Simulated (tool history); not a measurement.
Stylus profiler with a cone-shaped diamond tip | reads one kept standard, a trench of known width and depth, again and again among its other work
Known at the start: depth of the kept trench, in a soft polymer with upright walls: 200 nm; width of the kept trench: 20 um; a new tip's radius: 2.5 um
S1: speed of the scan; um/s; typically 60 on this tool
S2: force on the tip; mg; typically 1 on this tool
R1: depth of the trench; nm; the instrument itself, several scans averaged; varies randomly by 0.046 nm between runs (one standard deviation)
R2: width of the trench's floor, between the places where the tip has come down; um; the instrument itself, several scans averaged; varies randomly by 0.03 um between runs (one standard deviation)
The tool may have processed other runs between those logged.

Run 1, hour 0: usual settings. Result: R1 201.08 nm, R2 16.74 um.
Run 2, hour 48.6: usual settings but S1 183 um/s. Result: R1 201.1 nm, R2 15.75 um.
Run 3, hour 86: usual settings but S1 183 um/s. Result: R1 201.15 nm, R2 15.73 um.
Run 4, hour 134.7: usual settings but S2 1.72 mg. Result: R1 201.58 nm, R2 16.74 um.
Run 5, hour 160.3: usual settings but S2 1.13 mg. Result: R1 201.29 nm, R2 16.68 um.
Run 6, hour 204.7: usual settings but S2 1.13 mg. Result: R1 201.26 nm, R2 16.63 um.
Run 7, hour 244.2: usual settings but S2 1.22 mg. Result: R1 201.31 nm, R2 16.67 um.
Run 8, hour 296.3: usual settings but S2 1.22 mg. Result: R1 201.46 nm, R2 16.6 um.
Run 9, hour 334.8: usual settings but S2 1.14 mg. Result: R1 201.3 nm, R2 16.58 um.
Run 10, hour 358.8: usual settings but S2 1.14 mg. Result: R1 201.35 nm, R2 16.55 um.
Run 11, hour 414: usual settings. Result: R1 201.29 nm, R2 16.51 um.
Run 12, hour 458: usual settings. Result: R1 201.22 nm, R2 16.51 um.
At hour 463.9: height scale calibrated on a step standard.
Run 13, hour 494.6: usual settings. Result: R1 201.44 nm, R2 16.47 um.
Run 14, hour 549.9: usual settings. Result: R1 201.37 nm, R2 16.43 um.
Run 15, hour 576.4: usual settings. Result: R1 201.36 nm, R2 16.45 um.
At hour 610.2: height scale calibrated on a step standard, once more.
Run 16, hour 622.9: usual settings. Result: R1 200.93 nm, R2 16.37 um.
Run 17, hour 665.6: usual settings but S1 232 um/s. Result: R1 200.9 nm, R2 15.04 um.
Run 18, hour 705.2: usual settings but S1 239 um/s, S2 0.39 mg. Result: R1 200.53 nm, R2 13.88 um.
Run 19, hour 733.2: usual settings but S2 1.38 mg. Result: R1 201.17 nm, R2 16.44 um.
Run 20, hour 773.1: usual settings but S1 55 um/s, S2 1.46 mg. Result: R1 201.28 nm, R2 16.43 um.
Run 21, hour 813.2: usual settings but S1 55 um/s, S2 1.46 mg. Result: R1 201.19 nm, R2 16.39 um.

Run 22 has not been measured yet. What should we expect?
Run 22, hour 862.3: usual settings but S1 55 um/s, S2 1.46 mg. Result: R1 ?, R2 ?.

{"run 22": {"R1": 201.19, "R2": 16.4}}
Minus the tool's unlogged condition, the same run would have read R1 201.1 nm, R2 17.69 um.
